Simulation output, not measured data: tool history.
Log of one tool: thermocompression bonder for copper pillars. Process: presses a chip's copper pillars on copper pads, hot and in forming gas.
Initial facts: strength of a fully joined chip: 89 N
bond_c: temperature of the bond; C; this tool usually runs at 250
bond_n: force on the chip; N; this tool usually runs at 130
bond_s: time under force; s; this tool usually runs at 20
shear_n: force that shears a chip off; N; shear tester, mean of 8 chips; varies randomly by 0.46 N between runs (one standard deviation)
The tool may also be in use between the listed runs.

{"run": 1, "day": 0.0, "bond_c": 250, "bond_n": 130, "bond_s": 20, "shear_n": 52.4}
{"run": 2, "day": 0.221, "bond_c": 250, "bond_n": 130, "bond_s": 20, "shear_n": 52.0}
{"run": 3, "day": 0.483, "bond_c": 250, "bond_n": 130, "bond_s": 20, "shear_n": 53.1}
{"run": 4, "day": 0.696, "bond_c": 250, "bond_n": 130, "bond_s": 20, "shear_n": 52.2}
{"run": 5, "day": 1.217, "bond_c": 250, "bond_n": 130, "bond_s": 48, "shear_n": 65.4}
{"run": 6, "day": 1.467, "bond_c": 250, "bond_n": 179, "bond_s": 20, "shear_n": 61.0}
{"run": 7, "day": 1.8, "bond_c": 235, "bond_n": 130, "bond_s": 20, "shear_n": 45.9}
{"run": 8, "day": 2.033, "bond_c": 235, "bond_n": 130, "bond_s": 20, "shear_n": 45.7}
{"run": 9, "day": 2.504, "bond_c": 250, "bond_n": 130, "bond_s": 20, "shear_n": 51.8}
{"run": 10, "day": 2.862, "bond_c": 250, "bond_n": 130, "bond_s": 20, "shear_n": 52.1}
{"run": 11, "day": 3.225, "bond_c": 250, "bond_n": 130, "bond_s": 20, "shear_n": 53.6}
{"run": 12, "day": 3.742, "bond_c": 227, "bond_n": 103, "bond_s": 20, "shear_n": 35.9}
{"run": 13, "day": 4.117, "bond_c": 256, "bond_n": 80, "bond_s": 20, "shear_n": 41.6}
{"run": 14, "day": 4.454, "bond_c": 256, "bond_n": 80, "bond_s": 20, "shear_n": 42.3}
{"run": 15, "day": 4.746, "bond_c": 250, "bond_n": 122, "bond_s": 12, "shear_n": 42.8}
{"run": 16, "day": 5.175, "bond_c": 258, "bond_n": 189, "bond_s": 21, "shear_n": 67.1}
{"run": 17, "day": 5.6, "bond_c": 250, "bond_n": 186, "bond_s": 36, "shear_n": 71.6}

What if the next run were any one of these 5? Each begins from the tool's condition after run 17:
{"run": "A", "day": 5.875, "bond_c": 234, "bond_n": 127, "bond_s": 36, "shear_n": "?"}
{"run": "B", "day": 5.875, "bond_c": 250, "bond_n": 186, "bond_s": 13, "shear_n": "?"}
{"run": "C", "day": 5.875, "bond_c": 262, "bond_n": 83, "bond_s": 20, "shear_n": "?"}
{"run": "D", "day": 5.875, "bond_c": 224, "bond_n": 186, "bond_s": 36, "shear_n": "?"}
{"run": "E", "day": 5.875, "bond_c": 225, "bond_n": 130, "bond_s": 34, "shear_n": "?"}

run=A shear_n=53.7
run=B shear_n=55.4
run=C shear_n=45.6
run=D shear_n=58.4
run=E shear_n=48.4
Had the tool no hidden state, the same runs would have come out as:
run=A shear_n=52.8
run=B shear_n=54.7
run=C shear_n=44.8
run=D shear_n=57.6
run=E shear_n=47.4
